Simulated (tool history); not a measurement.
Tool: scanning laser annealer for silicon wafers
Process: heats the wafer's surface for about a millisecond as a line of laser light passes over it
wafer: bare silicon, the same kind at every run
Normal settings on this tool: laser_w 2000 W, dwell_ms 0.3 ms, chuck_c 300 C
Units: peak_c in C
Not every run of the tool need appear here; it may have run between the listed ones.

Run 1, hour 0: usual settings. Result: peak_c 1018 C.
Run 2, hour 11.5: usual settings. Result: peak_c 1020 C.
Run 3, hour 21.2: usual settings but dwell_ms 0.376 ms. Result: peak_c 1109 C.
Run 4, hour 33.2: usual settings but dwell_ms 0.376 ms. Result: peak_c 1110 C.
Run 5, hour 45.1: usual settings but chuck_c 284 C. Result: peak_c 1003 C.
Run 6, hour 59.4: usual settings but chuck_c 284 C. Result: peak_c 1003 C.
Run 7, hour 66.5: usual settings but chuck_c 284 C. Result: peak_c 999 C.
Run 8, hour 78.6: usual settings. Result: peak_c 1017 C.
Run 9, hour 86.8: usual settings. Result: peak_c 1020 C.
Run 10, hour 94.9: usual settings. Result: peak_c 1015 C.
Run 11, hour 101.8: usual settings. Result: peak_c 1016 C.
Run 12, hour 112.5: usual settings but laser_w 2086 W. Result: peak_c 1050 C.
Run 13, hour 125.6: usual settings but laser_w 2086 W. Result: peak_c 1050 C.
Run 14, hour 136.1: usual settings but laser_w 1811 W. Result: peak_c 943 C.
Run 15, hour 144.9: usual settings but laser_w 1811 W. Result: peak_c 944 C.
Run 16, hour 153.1: usual settings but laser_w 1811 W. Result: peak_c 943 C.
Run 17, hour 163.2: usual settings. Result: peak_c 1018 C.
Run 18, hour 170.9: usual settings. Result: peak_c 1016 C.
Run 19, hour 180.4: usual settings but dwell_ms 0.219 ms. Result: peak_c 904 C.
Run 20, hour 189.8: usual settings but dwell_ms 0.239 ms. Result: peak_c 936 C.
Run 21, hour 202.3: usual settings but dwell_ms 0.222 ms. Result: peak_c 909 C.
Run 22, hour 217.5: usual settings but laser_w 1974 W, dwell_ms 0.344 ms, chuck_c 330 C. Result: peak_c 1089 C.
Run 23, hour 225.2: usual settings but laser_w 1974 W, dwell_ms 0.352 ms, chuck_c 330 C. Result: peak_c 1100 C.
Run 24, hour 232.6: usual settings but laser_w 1974 W, dwell_ms 0.362 ms, chuck_c 330 C. Result: peak_c 1108 C.
Run 25, hour 246.1: usual settings but laser_w 1974 W, dwell_ms 0.362 ms, chuck_c 330 C. Result: peak_c 1109 C.
Run 26, hour 257.5: usual settings but laser_w 1781 W, dwell_ms 0.246 ms, chuck_c 338 C. Result: peak_c 905 C.
Run 27, hour 265.5: usual settings but laser_w 1998 W, dwell_ms 0.351 ms, chuck_c 285 C. Result: peak_c 1061 C.
Run 28, hour 275.2: usual settings but laser_w 1998 W, dwell_ms 0.213 ms, chuck_c 285 C. Result: peak_c 879 C.
Run 29, hour 288.1: usual settings but laser_w 1998 W, dwell_ms 0.213 ms, chuck_c 285 C. Result: peak_c 877 C.
Run 30, hour 297.9: usual settings but dwell_ms 0.274 ms, chuck_c 261 C. Result: peak_c 944 C.
Run 31, hour 312: usual settings but laser_w 1861 W, dwell_ms 0.31 ms, chuck_c 337 C. Result: peak_c 1009 C.
Run 32, hour 319.7: usual settings but laser_w 2154 W, dwell_ms 0.218 ms, chuck_c 309 C. Result: peak_c 964 C.
Run 33, hour 326.2: usual settings but laser_w 2154 W, dwell_ms 0.218 ms, chuck_c 334 C. Result: peak_c 985 C.
Run 34, hour 337: usual settings but laser_w 2062 W, dwell_ms 0.304 ms, chuck_c 334 C. Result: peak_c 1074 C.
Run 35, hour 349.6: usual settings but dwell_ms 0.299 ms, chuck_c 296 C. Result: peak_c 1009 C.
Run 36, hour 355.7: usual settings but laser_w 1919 W, chuck_c 262 C. Result: peak_c 943 C.
Run 37, hour 368.9: usual settings but laser_w 1919 W, chuck_c 262 C. Result: peak_c 945 C.
Run 38, hour 383.4: usual settings but laser_w 1744 W, dwell_ms 0.286 ms, chuck_c 283 C. Result: peak_c 886 C.
Run 39, hour 391.2: usual settings but dwell_ms 0.247 ms, chuck_c 268 C. Result: peak_c 913 C.
Run 40, hour 400.2: usual settings but laser_w 1996 W, dwell_ms 0.247 ms, chuck_c 267 C. Result: peak_c 907 C.
Run 41, hour 406.7: usual settings but laser_w 2074 W, dwell_ms 0.277 ms, chuck_c 337 C. Result: peak_c 1047 C.

Missing from the log above: 2 entries noted between runs. For each, name the pair of listed runs it sits between and say how the tool's hidden condition differs from the listed run just before to the listed run just after:
Between runs 13 and 14: laser's power meter calibrated (hour 129.8)
  light that passes the window, % of a clean one's: 99.07 -> 99.05; laser's true power over the reading, %: -0.06 -> -0.09
  difference, measured minus the result without the unlogged condition, peak_c: -11 -> -10 C
Between runs 21 and 22: laser's power meter calibrated, once more (hour 217.5)
  light that passes the window, % of a clean one's: 98.93 -> 98.9; laser's true power over the reading, %: -0.08 -> 0; width of the line over the set one, %: 0.82 -> 0.83
  difference, measured minus the result without the unlogged condition, peak_c: -11 -> -13 C
